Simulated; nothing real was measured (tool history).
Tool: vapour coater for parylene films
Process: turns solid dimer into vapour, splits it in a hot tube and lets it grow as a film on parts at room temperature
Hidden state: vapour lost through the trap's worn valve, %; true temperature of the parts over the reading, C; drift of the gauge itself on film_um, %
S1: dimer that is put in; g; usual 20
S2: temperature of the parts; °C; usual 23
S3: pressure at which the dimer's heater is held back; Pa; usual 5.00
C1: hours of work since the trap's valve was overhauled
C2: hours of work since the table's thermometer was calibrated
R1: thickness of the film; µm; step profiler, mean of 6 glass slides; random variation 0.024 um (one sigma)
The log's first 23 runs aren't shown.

{"run": 24, "hour": 1065.0, "S1": 15, "S2": 18, "S3": 5.0, "C1": 433, "C2": 490, "R1": 2.42}
{"run": 25, "hour": 1104.9, "S1": 8, "S2": 18, "S3": 5.0, "C1": 456, "C2": 513, "R1": 1.26}
{"run": 26, "hour": 1147.7, "S1": 8, "S2": 25, "S3": 5.0, "C1": 480, "C2": 537, "R1": 1.18}
{"run": 27, "hour": 1183.0, "S1": 11, "S2": 25, "S3": 5.0, "C1": 500, "C2": 557, "R1": 1.6}
{"run": 28, "hour": 1215.0, "S1": 15, "S2": 23, "S3": 5.0, "C1": 518, "C2": 575, "R1": 2.21}
{"hour": 1241.6, "done": "trap's valve overhauled"}
{"run": 29, "hour": 1246.3, "S1": 24, "S2": 27, "S3": 2.79, "C1": 3, "C2": 590, "R1": 3.92}
{"run": 30, "hour": 1283.7, "S1": 23, "S2": 26, "S3": 7.1, "C1": 24, "C2": 611, "R1": 3.2}
{"run": 31, "hour": 1310.7, "S1": 13, "S2": 20, "S3": 2.01, "C1": 39, "C2": 626, "R1": 2.54}
{"run": 32, "hour": 1347.1, "S1": 20, "S2": 18, "S3": 5.0, "C1": 60, "C2": 647, "R1": 3.47}
{"run": 33, "hour": 1380.5, "S1": 17, "S2": 24, "S3": 6.46, "C1": 78, "C2": 666, "R1": 2.54}
{"run": 34, "hour": 1432.9, "S1": 17, "S2": 24, "S3": 6.46, "C1": 108, "C2": 695, "R1": 2.5}
{"run": 35, "hour": 1471.2, "S1": 20, "S2": 23, "S3": 3.1, "C1": 129, "C2": 717, "R1": 3.45}
{"run": 36, "hour": 1524.9, "S1": 15, "S2": 20, "S3": 2.5, "C1": 160, "C2": 747, "R1": 2.79}
{"run": 37, "hour": 1585.0, "S1": 17, "S2": 28, "S3": 8.81, "C1": 194, "C2": 781, "R1": 2.18}
{"run": 38, "hour": 1616.1, "S1": 33, "S2": 26, "S3": 3.36, "C1": 211, "C2": 799, "R1": 5.24}
{"run": 39, "hour": 1673.2, "S1": 26, "S2": 15, "S3": 2.78, "C1": 243, "C2": 831, "R1": 5.11}
{"run": 40, "hour": 1731.7, "S1": 27, "S2": 15, "S3": 2.62, "C1": 276, "C2": 864, "R1": 5.39}
{"run": 41, "hour": 1765.0, "S1": 27, "S2": 31, "S3": 8.82, "C1": 295, "C2": 883, "R1": 3.22}
{"run": 42, "hour": 1822.5, "S1": 27, "S2": 31, "S3": 8.82, "C1": 328, "C2": 915, "R1": 3.24}
{"run": 43, "hour": 1878.3, "S1": 17, "S2": 25, "S3": 9.74, "C1": 359, "C2": 947, "R1": 2.21}
{"run": 44, "hour": 1937.8, "S1": 17, "S2": 25, "S3": 9.74, "C1": 393, "C2": 980, "R1": 2.19}
{"run": 45, "hour": 1972.9, "S1": 32, "S2": 33, "S3": 2.89, "C1": 412, "C2": 1000, "R1": 4.52}
{"run": 46, "hour": 2009.4, "S1": 32, "S2": 24, "S3": 9.2, "C1": 433, "C2": 1020, "R1": 4.19}

Forecast each of these 3 alternatives for the next run:
{"run": "A", "hour": 2048.4, "S1": 12, "S2": 16, "S3": 2.38, "C1": 455, "C2": 1042, "R1": "?"}
{"run": "B", "hour": 2048.4, "S1": 32, "S2": 35, "S3": 9.2, "C1": 455, "C2": 1042, "R1": "?"}
{"run": "C", "hour": 2048.4, "S1": 11, "S2": 15, "S3": 2.04, "C1": 455, "C2": 1042, "R1": "?"}

run=A R1=2.38
run=B R1=3.49
run=C R1=2.26
Without the tool's hidden state the same runs would have given:
run=A R1=2.49
run=B R1=3.65
run=C R1=2.36
